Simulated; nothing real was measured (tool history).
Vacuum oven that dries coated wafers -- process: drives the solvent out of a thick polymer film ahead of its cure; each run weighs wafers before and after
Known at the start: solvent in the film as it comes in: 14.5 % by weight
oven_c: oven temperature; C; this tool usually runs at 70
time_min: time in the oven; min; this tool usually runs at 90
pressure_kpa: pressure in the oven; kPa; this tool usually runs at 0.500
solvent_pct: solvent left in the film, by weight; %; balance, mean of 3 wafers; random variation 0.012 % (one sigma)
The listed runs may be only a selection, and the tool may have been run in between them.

run	day	oven_c	time_min	pressure_kpa	solvent_pct
1	0.000	70	90	0.500	0.53
2	0.625	70	90	0.500	0.55
3	1.200	70	90	0.500	0.55
4	1.683	70	90	0.301	0.49
5	2.167	70	90	0.301	0.48
6	2.692	70	59	0.500	1.39
7	3.321	70	59	0.500	1.36
8	3.617	70	59	0.500	1.37
# day 3.721: vacuum gauge cleaned of residue and calibrated
9	4.150	62	90	0.500	1.33
10	4.425	78	83	0.819	0.33
11	4.979	78	83	0.819	0.34
12	5.383	78	83	0.819	0.32
13	5.867	78	83	0.819	0.35
# day 6.325: vacuum gauge cleaned of residue and calibrated, once more
14	6.533	70	102	0.500	0.41
15	6.800	70	46	1.091	2.31
16	7.112	70	142	0.596	0.26
17	7.708	70	142	0.596	0.26

Below are 3 alternative next runs, each starting from the tool's condition after run 17. Predict each:
A	8.238	73	90	0.304	?
B	8.238	72	54	0.500	?
C	8.238	79	104	0.596	?

run	solvent_pct
A	0.31
B	1.33
C	0.16
Without the tool's unlogged condition, the same runs would have read:
run	solvent_pct
A	0.36
B	1.48
C	0.18
